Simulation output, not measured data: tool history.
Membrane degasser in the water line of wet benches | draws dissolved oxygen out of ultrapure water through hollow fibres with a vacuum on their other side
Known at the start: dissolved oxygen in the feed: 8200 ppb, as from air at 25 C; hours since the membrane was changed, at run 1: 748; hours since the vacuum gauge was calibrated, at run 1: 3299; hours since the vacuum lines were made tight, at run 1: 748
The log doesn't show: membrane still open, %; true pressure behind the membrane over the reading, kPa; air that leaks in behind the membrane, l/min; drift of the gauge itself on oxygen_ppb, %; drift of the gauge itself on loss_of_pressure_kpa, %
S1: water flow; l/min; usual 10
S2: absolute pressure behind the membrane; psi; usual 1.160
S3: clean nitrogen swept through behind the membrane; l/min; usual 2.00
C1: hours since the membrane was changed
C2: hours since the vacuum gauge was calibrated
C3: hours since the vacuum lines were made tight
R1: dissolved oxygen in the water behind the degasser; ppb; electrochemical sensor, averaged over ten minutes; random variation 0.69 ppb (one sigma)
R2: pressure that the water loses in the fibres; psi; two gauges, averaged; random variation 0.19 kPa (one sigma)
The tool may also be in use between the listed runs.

run    hour  S1     S2    S3    C1    C2    C3     R1     R2
  1     0.0  10  1.160  2.00   748  3299   748   66.2  5.358
  2   122.8   9  1.160  2.00   871  3422   871   58.5  4.875
  3   208.6  10  1.160  0.80   956  3508   956  147.7  5.439
  4   320.8  10  1.160  0.80  1069  3620  1069  151.5  5.410
  5   442.4  10  1.160  0.80  1190  3741  1190  149.3  5.422
  6   503.0  10  1.160  0.80  1251  3802  1251  150.7  5.395
  7   614.5  10  1.160  0.80  1362  3914  1362  148.6  5.374
  8   742.5  10  2.308  0.80  1490  4042  1490  365.9  5.366
  9   854.7  10  2.308  0.80  1603  4154  1603  366.0  5.413
 10   970.2  10  1.797  0.80  1718  4269  1718  272.9  5.390
 11  1091.1   6  1.797  0.80  1839  4390  1839  170.9  3.260
 12  1169.1   6  1.797  0.80  1917  4468  1917  173.4  3.272
 13  1249.9   6  1.797  0.80  1998  4549  1998  173.4  3.287
 14  1329.7   6  1.432  0.80  2078  4629  2078  125.6  3.271
 15  1398.5   6  1.432  0.80  2146  4698  2146  129.3  3.249
 16  1516.9   6  1.432  0.80  2265  4816  2265  126.7  3.281
 17  1583.0   6  1.432  0.80  2331  4882  2331  128.5  3.255
 18  1644.0  10  2.733  2.31  2392  4943  2392  174.8  5.437
 19  1710.2  10  2.733  2.31  2458  5009  2458  170.3  5.413
 20  1834.3  10  2.733  2.31  2582  5133  2582  174.4  5.455
 21  1945.8  10  1.362  4.58  2694  5245  2694   40.2  5.503
 22  2016.9  11  1.362  3.17  2765  5316  2765   64.0  5.993
     2026.6  -- vacuum gauge calibrated
 23  2100.1   7  1.320  2.00  2847    73  2847   57.0  3.812
 24  2175.7  10  0.711  1.46  2923   149  2923   40.1  5.458
 25  2273.3  10  0.711  1.46  3021   247  3021   39.8  5.456
 26  2384.9  10  0.711  1.46  3132   358  3132   40.4  5.480
 27  2442.3  10  1.620  0.84  3190   416  3190  239.7  5.430
 28  2538.1  10  1.620  0.84  3286   512  3286  238.4  5.493
     2600.9  -- vacuum gauge calibrated, once more
 29  2633.8  10  1.620  0.84  3381    33  3381  226.8  5.451
 30  2715.0   7  1.620  1.27  3462   114  3462  110.3  3.868
 31  2827.4   7  1.620  1.27  3574   227  3574  111.4  3.828
 32  2922.9  10  1.160  1.59  3670   322  3670   78.4  5.462
 33  2977.6   7  1.160  3.59  3724   377  3724   25.6  3.823

3 ways to go on from here, each from the tool as it stands after run 33. What would each give?
  A  3074.9   7  2.023  3.59  3822  474  3822   ?   ?
  B  3074.9  13  1.160  3.59  3822  474  3822   ?   ?
  C  3074.9   8  1.160  2.00  3822  474  3822   ?   ?

run    R1     R2
  A  55.3  3.854
  B  56.2  7.153
  C  50.2  4.389
Without the tool's hidden state the same runs would have given:
run    R1     R2
  A  52.9  3.772
  B  53.6  7.005
  C  48.2  4.297
